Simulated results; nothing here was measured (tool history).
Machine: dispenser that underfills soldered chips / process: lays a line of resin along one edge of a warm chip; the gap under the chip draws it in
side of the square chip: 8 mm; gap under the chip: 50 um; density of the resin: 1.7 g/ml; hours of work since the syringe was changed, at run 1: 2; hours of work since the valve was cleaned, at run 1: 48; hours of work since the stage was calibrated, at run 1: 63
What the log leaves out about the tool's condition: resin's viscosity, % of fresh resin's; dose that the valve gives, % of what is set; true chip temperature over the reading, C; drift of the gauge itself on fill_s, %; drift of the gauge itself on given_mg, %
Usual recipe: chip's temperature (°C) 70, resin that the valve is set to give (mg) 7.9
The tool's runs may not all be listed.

run   hour  chip's temperature (°C)  resin that the valve is set to give (mg)  hours of work since the syringe was changed  hours of work since the valve was cleaned  hours of work since the stage was calibrated  time until the resin shows at the far edge (s)  resin that the valve gave (mg)
  1      0                       70                                       7.9                                            2                                         48                                            63                                            81.2                            7.77
       6.6  -- new syringe of resin
  2   13.1                       70                                       7.9                                            5                                         58                                            73                                            97.4                            7.73
      15.2  -- new syringe of resin
      23.7  -- new syringe of resin
  3   23.9                       70                                      9.83                                            0                                         66                                            81                                            68.9                            9.61
      32.4  -- new syringe of resin
      33.4  -- dispensing valve cleaned and set on the balance
  4   39.3                       70                                      9.83                                            5                                          5                                            92                                            92.1                            9.81
        42  -- new syringe of resin
  5   47.5                       68                                      9.83                                            4                                         11                                            98                                            93.4                            9.77
      51.2  -- new syringe of resin
  6   56.1                       68                                      9.83                                            4                                         18                                           105                                            91.6                            9.74
        61  -- new syringe of resin
      70.3  -- new syringe of resin
  7   71.7                       68                                      9.83                                            1                                         29                                           117                                            76.5                            9.69
        79  -- new syringe of resin
  8   83.6                       68                                      9.83                                            4                                         39                                           126                                            89.3                            9.66
      87.9  -- new syringe of resin
  9   91.7                       70                                      8.18                                            3                                         45                                           132                                              83                            8.05
      96.4  -- new syringe of resin
 10    100                       70                                      8.18                                            3                                         51                                           138                                            81.3                            8.02
     105.3  -- new syringe of resin
 11  112.3                       70                                      8.18                                            6                                         61                                           148                                            96.1                            7.97
     114.2  -- new syringe of resin
     123.4  -- new syringe of resin
 12  123.7                       70                                      8.18                                            0                                         69                                           157                                            69.4                            7.96
     129.8  -- dispensing valve cleaned and set on the balance
     133.5  -- new syringe of resin
 13  141.1                       70                                       7.9                                            6                                          9                                           169                                              99                            7.89

Forecast run 14:
     142.9  -- new syringe of resin
     151.5  -- new syringe of resin
 14  151.5                       70                                       7.9                                            0                                         16                                           177                                               ?                               ?

{"run 14": {"time until the resin shows at the far edge (s)": 67.1, "resin that the valve gave (mg)": 7.88}}
The same run, on a tool lacking any hidden state, would have yielded time until the resin shows at the far edge (s) 70.1, resin that the valve gave (mg) 7.92.
